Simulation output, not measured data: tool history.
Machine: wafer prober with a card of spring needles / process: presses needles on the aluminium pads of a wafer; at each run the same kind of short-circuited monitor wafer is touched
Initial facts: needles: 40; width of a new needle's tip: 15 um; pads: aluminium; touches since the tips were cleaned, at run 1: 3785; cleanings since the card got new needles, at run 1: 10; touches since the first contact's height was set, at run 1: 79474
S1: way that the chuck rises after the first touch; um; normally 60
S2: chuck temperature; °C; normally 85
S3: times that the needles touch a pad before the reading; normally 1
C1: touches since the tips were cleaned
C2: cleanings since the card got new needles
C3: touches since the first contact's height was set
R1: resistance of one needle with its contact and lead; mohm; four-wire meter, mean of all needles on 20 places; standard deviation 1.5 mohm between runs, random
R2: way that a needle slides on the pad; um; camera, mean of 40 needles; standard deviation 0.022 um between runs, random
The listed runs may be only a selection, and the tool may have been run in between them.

Run 1, day 0.000: usual settings; C1 3785; C2 10; C3 79474. Result: R1 142 mohm, R2 8.91 um.
At day 0.233: tips cleaned on abrasive film.
Run 2, day 0.371: usual settings; C1 1580; C2 11; C3 83689. Result: R1 140 mohm, R2 8.94 um.
Run 3, day 0.633: usual settings; C1 4575; C2 11; C3 86684. Result: R1 141 mohm, R2 8.95 um.
At day 0.792: tips cleaned on abrasive film.
Run 4, day 1.017: usual settings; C1 2572; C2 12; C3 91013. Result: R1 141 mohm, R2 8.90 um.
Run 5, day 1.188: usual settings; C1 4544; C2 12; C3 92985. Result: R1 142 mohm, R2 8.96 um.
At day 1.371: tips cleaned on abrasive film.
Run 6, day 1.525: usual settings but S2 26 °C; C1 1750; C2 13; C3 96755. Result: R1 132 mohm, R2 8.97 um.
Run 7, day 1.692: usual settings but S1 66 um; C1 3700; C2 13; C3 98705. Result: R1 138 mohm, R2 9.82 um.
At day 1.917: tips cleaned on abrasive film.
Run 8, day 2.054: usual settings but S1 66 um; C1 1544; C2 14; C3 102762. Result: R1 140 mohm, R2 9.88 um.
Run 9, day 2.388: usual settings but S1 66 um; C1 5357; C2 14; C3 106575. Result: R1 139 mohm, R2 9.85 um.
At day 2.475: tips cleaned on abrasive film.
Run 10, day 2.688: usual settings but S3 2; C1 2445; C2 15; C3 109976. Result: R1 139 mohm, R2 8.95 um.
Run 11, day 2.983: usual settings but S3 2; C1 5857; C2 15; C3 113388. Result: R1 140 mohm, R2 8.97 um.
At day 3.017: tips cleaned on abrasive film.
Run 12, day 3.300: usual settings but S1 68 um, S3 2; C1 3201; C2 16; C3 116922. Result: R1 140 mohm, R2 10.14 um.
At day 3.583: tips cleaned on abrasive film.
Run 13, day 3.583: usual settings but S1 68 um, S3 2; C1 18; C2 17; C3 120157. Result: R1 135 mohm, R2 10.15 um.
Run 14, day 3.971: usual settings; C1 4429; C2 17; C3 124568. Result: R1 144 mohm, R2 8.96 um.
At day 4.138: tips cleaned on abrasive film.
Run 15, day 4.312: usual settings but S1 41 um; C1 2031; C2 18; C3 128442. Result: R1 148 mohm, R2 6.09 um.
Run 16, day 4.517: usual settings but S3 2; C1 4370; C2 18; C3 130781. Result: R1 139 mohm, R2 8.99 um.
At day 4.696: tips cleaned on abrasive film.
Run 17, day 4.696: usual settings but S1 56 um; C1 0; C2 19; C3 132773. Result: R1 143 mohm, R2 8.38 um.
Run 18, day 4.933: usual settings but S1 56 um; C1 2699; C2 19; C3 135472. Result: R1 141 mohm, R2 8.37 um.
At day 5.271: tips cleaned on abrasive film.
Run 19, day 5.333: usual settings but S1 56 um, S2 74 °C, S3 2; C1 691; C2 20; C3 140009. Result: R1 137 mohm, R2 8.37 um.
At day 5.554: height of the first contact set anew.
Run 20, day 5.567: usual settings but S1 56 um, S2 74 °C, S3 2; C1 3218; C2 20; C3 121. Result: R1 141 mohm, R2 8.37 um.
At day 5.850: tips cleaned on abrasive film.
Run 21, day 5.871: usual settings but S1 56 um, S2 74 °C, S3 2; C1 240; C2 21; C3 3564. Result: R1 140 mohm, R2 8.34 um.
Run 22, day 6.225: usual settings but S1 56 um; C1 4287; C2 21; C3 7611. Result: R1 144 mohm, R2 8.34 um.
At day 6.412: tips cleaned on abrasive film.
Run 23, day 6.458: usual settings but S1 56 um; C1 511; C2 22; C3 10236. Result: R1 140 mohm, R2 8.31 um.
Run 24, day 6.675: usual settings but S1 69 um, S2 35 °C, S3 2; C1 2991; C2 22; C3 12716. Result: R1 132 mohm, R2 10.28 um.
At day 6.962: tips cleaned on abrasive film.
Run 25, day 7.050: usual settings but S1 53 um, S2 67 °C; C1 1033; C2 23; C3 16966. Result: R1 140 mohm, R2 7.91 um.
Run 26, day 7.392: usual settings but S1 53 um, S2 67 °C; C1 4926; C2 23; C3 20859. Result: R1 139 mohm, R2 7.93 um.
At day 7.521: tips cleaned on abrasive film.
Run 27, day 7.708: usual settings but S1 53 um, S2 67 °C; C1 2150; C2 24; C3 24444. Result: R1 138 mohm, R2 7.93 um.
Run 28, day 7.900: usual settings but S1 48 um, S2 57 °C, S3 2; C1 4329; C2 24; C3 26623. Result: R1 137 mohm, R2 7.16 um.
At day 8.092: tips cleaned on abrasive film.
Run 29, day 8.238: usual settings but S1 48 um, S2 57 °C, S3 2; C1 1671; C2 25; C3 30422. Result: R1 135 mohm, R2 7.16 um.
Run 30, day 8.546: usual settings but S1 54 um, S2 57 °C, S3 2; C1 5226; C2 25; C3 33977. Result: R1 139 mohm, R2 8.04 um.
At day 8.662: tips cleaned on abrasive film.
Run 31, day 8.738: usual settings but S1 66 um, S2 36 °C, S3 3; C1 850; C2 26; C3 36096. Result: R1 132 mohm, R2 9.83 um.
Run 32, day 9.004: usual settings but S1 66 um, S2 36 °C, S3 3; C1 3933; C2 26; C3 39179. Result: R1 132 mohm, R2 9.84 um.
At day 9.233: tips cleaned on abrasive film.
Run 33, day 9.400: usual settings but S1 66 um, S2 29 °C; C1 1942; C2 27; C3 43670. Result: R1 130 mohm, R2 9.85 um.

4 ways to go on from here, each from the tool as it stands after run 33. What would each give?
Run A, day 9.617: usual settings but S1 66 um, S2 31 °C, S3 3; C1 4388; C2 27; C3 46116. Result: R1 ?, R2 ?.
Run B, day 9.617: usual settings but S1 41 um, S2 32 °C, S3 2; C1 4388; C2 27; C3 46116. Result: R1 ?, R2 ?.
Run C, day 9.617: usual settings but S2 109 °C, S3 2; C1 4388; C2 27; C3 46116. Result: R1 ?, R2 ?.
Run D, day 9.617: usual settings but S1 71 um, S2 58 °C; C1 4388; C2 27; C3 46116. Result: R1 ?, R2 ?.

run   R1     R2
  A  127   9.85
  B  137   6.12
  C  145   8.97
  D  135  10.56
Had the tool no hidden state, the same runs would have come out as:
run   R1     R2
  A  127   9.85
  B  137   6.12
  C  144   8.97
  D  135  10.56

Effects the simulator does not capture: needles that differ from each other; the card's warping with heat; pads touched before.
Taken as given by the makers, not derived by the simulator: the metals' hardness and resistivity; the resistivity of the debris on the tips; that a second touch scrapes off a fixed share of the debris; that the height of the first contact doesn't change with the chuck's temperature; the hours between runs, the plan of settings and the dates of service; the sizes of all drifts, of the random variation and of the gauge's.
